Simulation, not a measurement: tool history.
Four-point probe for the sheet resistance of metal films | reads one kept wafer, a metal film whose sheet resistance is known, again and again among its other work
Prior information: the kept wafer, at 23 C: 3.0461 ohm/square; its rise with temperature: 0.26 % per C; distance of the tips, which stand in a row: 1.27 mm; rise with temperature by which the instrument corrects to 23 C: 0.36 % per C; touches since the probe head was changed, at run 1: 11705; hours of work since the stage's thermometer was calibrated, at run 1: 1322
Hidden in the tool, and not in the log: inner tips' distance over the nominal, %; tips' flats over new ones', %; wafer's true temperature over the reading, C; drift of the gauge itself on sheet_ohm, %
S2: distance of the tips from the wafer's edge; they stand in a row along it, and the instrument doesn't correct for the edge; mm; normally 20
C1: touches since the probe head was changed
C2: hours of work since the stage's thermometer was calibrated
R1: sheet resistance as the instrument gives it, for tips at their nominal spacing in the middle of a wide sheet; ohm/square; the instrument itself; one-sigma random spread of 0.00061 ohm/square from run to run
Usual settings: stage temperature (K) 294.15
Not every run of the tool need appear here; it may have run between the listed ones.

{"run": 1, "hour": 0.0, "stage temperature (K)": 294.15, "S2": 20, "C1": 11705, "C2": 1322, "R1": 3.059712}
{"run": 2, "hour": 72.0, "stage temperature (K)": 294.15, "S2": 20, "C1": 15140, "C2": 1365, "R1": 3.057593}
{"run": 3, "hour": 146.2, "stage temperature (K)": 294.15, "S2": 20, "C1": 18681, "C2": 1409, "R1": 3.058666}
{"run": 4, "hour": 207.0, "stage temperature (K)": 298.15, "S2": 20, "C1": 21584, "C2": 1446, "R1": 3.046794}
{"run": 5, "hour": 272.9, "stage temperature (K)": 298.15, "S2": 20, "C1": 24732, "C2": 1485, "R1": 3.046992}
{"run": 6, "hour": 315.4, "stage temperature (K)": 305.15, "S2": 20, "C1": 26759, "C2": 1510, "R1": 3.026396}
{"run": 7, "hour": 363.8, "stage temperature (K)": 294.15, "S2": 14, "C1": 29070, "C2": 1539, "R1": 3.066271}
{"run": 8, "hour": 401.1, "stage temperature (K)": 294.15, "S2": 20, "C1": 30848, "C2": 1561, "R1": 3.059808}
{"run": 9, "hour": 465.0, "stage temperature (K)": 294.15, "S2": 20, "C1": 33898, "C2": 1599, "R1": 3.058613}
{"run": 10, "hour": 525.3, "stage temperature (K)": 294.15, "S2": 20, "C1": 36779, "C2": 1635, "R1": 3.058241}
{"run": 11, "hour": 594.1, "stage temperature (K)": 294.15, "S2": 20, "C1": 40061, "C2": 1676, "R1": 3.059235}
{"run": 12, "hour": 632.0, "stage temperature (K)": 295.15, "S2": 20, "C1": 41871, "C2": 1699, "R1": 3.054725}
{"run": 13, "hour": 666.3, "stage temperature (K)": 295.15, "S2": 20, "C1": 43507, "C2": 1719, "R1": 3.05734}
{"run": 14, "hour": 699.9, "stage temperature (K)": 294.15, "S2": 20, "C1": 45112, "C2": 1739, "R1": 3.058205}
{"run": 15, "hour": 766.7, "stage temperature (K)": 294.15, "S2": 20, "C1": 48301, "C2": 1779, "R1": 3.058484}
{"run": 16, "hour": 838.7, "stage temperature (K)": 295.15, "S2": 20, "C1": 51735, "C2": 1822, "R1": 3.056804}
{"run": 17, "hour": 914.8, "stage temperature (K)": 299.15, "S2": 63, "C1": 55367, "C2": 1867, "R1": 3.039179}
{"run": 18, "hour": 982.4, "stage temperature (K)": 299.15, "S2": 63, "C1": 58596, "C2": 1907, "R1": 3.03862}
{"run": 19, "hour": 1034.9, "stage temperature (K)": 306.15, "S2": 10, "C1": 61100, "C2": 1938, "R1": 3.044822}
{"run": 20, "hour": 1071.9, "stage temperature (K)": 294.15, "S2": 13, "C1": 62865, "C2": 1961, "R1": 3.067617}
{"hour": 1114.5, "done": "new probe head fitted"}
{"run": 21, "hour": 1141.4, "stage temperature (K)": 294.15, "S2": 13, "C1": 1285, "C2": 2001, "R1": 3.068494}
{"run": 22, "hour": 1198.6, "stage temperature (K)": 304.15, "S2": 6, "C1": 4016, "C2": 2035, "R1": 3.095145}
{"run": 23, "hour": 1251.8, "stage temperature (K)": 304.15, "S2": 6, "C1": 6555, "C2": 2067, "R1": 3.095376}
{"run": 24, "hour": 1302.6, "stage temperature (K)": 295.15, "S2": 7, "C1": 8980, "C2": 2097, "R1": 3.10269}
{"run": 25, "hour": 1351.8, "stage temperature (K)": 294.15, "S2": 9, "C1": 11329, "C2": 2127, "R1": 3.08426}
{"run": 26, "hour": 1415.3, "stage temperature (K)": 294.15, "S2": 9, "C1": 14360, "C2": 2164, "R1": 3.083313}
{"hour": 1431.3, "done": "stage's thermometer calibrated"}
{"run": 27, "hour": 1494.4, "stage temperature (K)": 298.15, "S2": 50, "C1": 18108, "C2": 38, "R1": 3.042571}
{"run": 28, "hour": 1563.8, "stage temperature (K)": 292.15, "S2": 45, "C1": 21422, "C2": 79, "R1": 3.058263}
{"run": 29, "hour": 1641.2, "stage temperature (K)": 292.15, "S2": 45, "C1": 25116, "C2": 125, "R1": 3.058717}
{"run": 30, "hour": 1694.9, "stage temperature (K)": 293.15, "S2": 20, "C1": 27682, "C2": 157, "R1": 3.06196}
{"run": 31, "hour": 1767.3, "stage temperature (K)": 302.15, "S2": 11, "C1": 31135, "C2": 200, "R1": 3.051169}
{"run": 32, "hour": 1817.1, "stage temperature (K)": 303.15, "S2": 70, "C1": 33516, "C2": 230, "R1": 3.028112}

Forecast each of these 4 alternatives for the next run:
{"run": "A", "hour": 1851.7, "stage temperature (K)": 298.15, "S2": 4, "C1": 35163, "C2": 250, "R1": "?"}
{"run": "B", "hour": 1851.7, "stage temperature (K)": 303.15, "S2": 17, "C1": 35163, "C2": 250, "R1": "?"}
{"run": "C", "hour": 1851.7, "stage temperature (K)": 294.15, "S2": 9, "C1": 35163, "C2": 250, "R1": "?"}
{"run": "D", "hour": 1851.7, "stage temperature (K)": 303.15, "S2": 7, "C1": 35163, "C2": 250, "R1": "?"}

run=A R1=3.197985
run=B R1=3.034152
run=C R1=3.085386
run=D R1=3.079514
Take away the tool's hidden state, keep each run's random variation, and the runs would have read:
run=A R1=3.197783
run=B R1=3.033959
run=C R1=3.085190
run=D R1=3.079318
